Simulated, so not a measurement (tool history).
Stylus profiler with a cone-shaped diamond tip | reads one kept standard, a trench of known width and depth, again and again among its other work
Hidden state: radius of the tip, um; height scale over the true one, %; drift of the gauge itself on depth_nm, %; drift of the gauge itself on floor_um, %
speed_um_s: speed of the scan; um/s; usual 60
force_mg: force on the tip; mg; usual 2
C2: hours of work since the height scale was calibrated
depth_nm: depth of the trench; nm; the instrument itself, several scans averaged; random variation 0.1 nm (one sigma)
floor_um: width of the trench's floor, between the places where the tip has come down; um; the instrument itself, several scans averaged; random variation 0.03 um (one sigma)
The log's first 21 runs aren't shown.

Run 22, hour 426.3: usual settings but speed_um_s 194 um/s, force_mg 3.6 mg; scans with this tip 3111; C2 254. Result: depth_nm 510.66 nm, floor_um 16.18 um.
At hour 428.2: height scale calibrated on a step standard.
Run 23, hour 447.8: usual settings but speed_um_s 87 um/s, force_mg 5.82 mg; scans with this tip 3214; C2 8. Result: depth_nm 514.79 nm, floor_um 16.72 um.
Run 24, hour 463.6: usual settings but force_mg 0.71 mg; scans with this tip 3293; C2 14. Result: depth_nm 503.74 nm, floor_um 16.43 um.
Run 25, hour 484.1: usual settings but force_mg 0.71 mg; scans with this tip 3394; C2 23. Result: depth_nm 503.56 nm, floor_um 16.46 um.
Run 26, hour 499.5: usual settings but speed_um_s 187 um/s, force_mg 4.9 mg; scans with this tip 3471; C2 29. Result: depth_nm 512.96 nm, floor_um 16.3 um.
Run 27, hour 516.6: usual settings but speed_um_s 187 um/s, force_mg 4.9 mg; scans with this tip 3556; C2 36. Result: depth_nm 513.07 nm, floor_um 16.32 um.
At hour 535.2: height scale calibrated on a step standard, once more.
Run 28, hour 538.2: usual settings but speed_um_s 187 um/s, force_mg 4.9 mg; scans with this tip 3660; C2 1. Result: depth_nm 513.1 nm, floor_um 16.31 um.
Run 29, hour 555.7: usual settings but speed_um_s 24 um/s, force_mg 2.42 mg; scans with this tip 3747; C2 8. Result: depth_nm 508.29 nm, floor_um 16.92 um.
Run 30, hour 580: usual settings but speed_um_s 182 um/s, force_mg 2.42 mg; scans with this tip 3867; C2 18. Result: depth_nm 508.1 nm, floor_um 16.01 um.
Run 31, hour 596.1: usual settings but speed_um_s 81 um/s, force_mg 2.42 mg; scans with this tip 3947; C2 25. Result: depth_nm 508.17 nm, floor_um 16.57 um.
Run 32, hour 619.1: usual settings but speed_um_s 214 um/s; scans with this tip 4061; C2 34. Result: depth_nm 507.3 nm, floor_um 15.67 um.
Run 33, hour 632.6: usual settings but speed_um_s 24 um/s, force_mg 5.03 mg; scans with this tip 4128; C2 39. Result: depth_nm 513.42 nm, floor_um 16.9 um.

5 ways to go on from here, each from the tool as it stands after run 33. What would each give?
Run A, hour 652.2: usual settings but speed_um_s 131 um/s, force_mg 1.12 mg; scans with this tip 4225; C2 47. Result: depth_nm ?, floor_um ?.
Run B, hour 652.2: usual settings but speed_um_s 64 um/s; scans with this tip 4225; C2 47. Result: depth_nm ?, floor_um ?.
Run C, hour 652.2: usual settings but speed_um_s 80 um/s, force_mg 0.94 mg; scans with this tip 4225; C2 47. Result: depth_nm ?, floor_um ?.
Run D, hour 652.2: usual settings but speed_um_s 17 um/s, force_mg 1.84 mg; scans with this tip 4225; C2 47. Result: depth_nm ?, floor_um ?.
Run E, hour 652.2: usual settings but speed_um_s 17 um/s, force_mg 0.67 mg; scans with this tip 4225; C2 47. Result: depth_nm ?, floor_um ?.

run  depth_nm  floor_um
  A    505.04     15.87
  B     507.2     16.65
  C     504.4     16.25
  D    506.76     16.89
  E    503.45     16.82
Without the tool's hidden state the same runs would have given:
run  depth_nm  floor_um
  A    504.99     16.25
  B    507.15     17.03
  C    504.35     16.63
  D    506.71     17.26
  E     503.4      17.2
